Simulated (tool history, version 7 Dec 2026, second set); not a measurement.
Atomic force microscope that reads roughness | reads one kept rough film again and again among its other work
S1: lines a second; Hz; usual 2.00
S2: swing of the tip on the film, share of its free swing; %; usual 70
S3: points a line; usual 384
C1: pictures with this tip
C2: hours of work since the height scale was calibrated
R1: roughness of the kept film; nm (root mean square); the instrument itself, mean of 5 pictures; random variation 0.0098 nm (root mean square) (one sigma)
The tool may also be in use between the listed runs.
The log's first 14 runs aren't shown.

run,day,S1,S2,S3,C1,C2,R1
15,8.079,2.00,84,384,69,580,1.932
16,8.600,2.00,84,384,87,588,1.901
17,9.075,2.00,75,977,103,595,1.998
# day 9.621: new tip fitted
18,9.879,2.00,75,977,9,607,2.149
19,10.254,1.01,65,390,22,612,2.330
20,11.033,1.01,65,390,49,624,2.265
21,11.525,1.01,65,390,66,632,2.233
22,12.058,1.01,65,390,84,640,2.200
23,12.408,0.56,86,495,96,645,2.152
24,13.092,1.60,86,291,120,655,1.883
# day 13.179: new tip fitted
25,13.762,1.04,78,506,20,665,2.246
26,14.196,2.00,59,323,35,671,2.259
27,14.650,1.67,60,407,51,678,2.251
28,15.167,0.59,65,384,69,686,2.248
29,15.629,0.59,65,384,85,693,2.235
30,16.071,2.00,58,563,100,700,2.171
# day 16.742: new tip fitted
31,16.775,2.58,58,401,1,710,2.322

Forecast each of these 5 alternatives for the next run:
A,17.483,2.00,73,880,25,721,?
B,17.483,2.58,58,671,25,721,?
C,17.483,2.58,58,369,25,721,?
D,17.483,2.00,70,275,25,721,?
E,17.483,2.58,58,380,25,721,?

run,R1
A,2.195
B,2.284
C,2.277
D,2.204
E,2.279
Without the tool's hidden state the same runs would have given:
run,R1
A,2.230
B,2.320
C,2.313
D,2.239
E,2.315
